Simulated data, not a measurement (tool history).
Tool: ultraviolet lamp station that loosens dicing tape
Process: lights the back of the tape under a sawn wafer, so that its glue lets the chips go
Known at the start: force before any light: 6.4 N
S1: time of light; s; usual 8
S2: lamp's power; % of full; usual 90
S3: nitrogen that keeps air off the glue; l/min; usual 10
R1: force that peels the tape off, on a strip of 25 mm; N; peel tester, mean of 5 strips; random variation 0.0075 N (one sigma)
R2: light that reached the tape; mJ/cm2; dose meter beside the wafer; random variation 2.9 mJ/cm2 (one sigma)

run	hour	S1	S2	S3	R1	R2
1	0.0	8	90	10	0.362	332
2	13.2	8	90	10	0.379	329
3	25.8	8	90	10	0.382	332
4	48.3	8	90	10	0.397	334
5	75.1	8	90	10	0.405	322
6	96.7	8	90	10	0.407	322
7	124.0	7	90	10	0.514	282
8	135.7	7	90	10	0.541	277
9	149.4	7	83	8	0.730	256
10	176.4	8	90	4	0.801	315
# hour 179.3: window cleaned of glue's vapour
11	198.1	13	68	5	0.493	374
12	215.6	13	68	5	0.491	372
13	242.7	6	68	4	1.966	168
14	266.3	6	68	3	2.197	171
# hour 274.5: window cleaned of glue's vapour, once more
15	287.1	6	68	3	1.873	194
16	314.0	14	68	13	0.225	452

Forecast each of these 3 alternatives for the next run:
A	331.0	5	68	12	?	?
B	331.0	14	68	13	?	?
C	331.0	5	88	4	?	?

run	R1	R2
A	1.165	161
B	0.243	456
C	1.499	208
Without the tool's hidden state the same runs would have given:
run	R1	R2
A	0.823	199
B	0.221	564
C	1.098	258
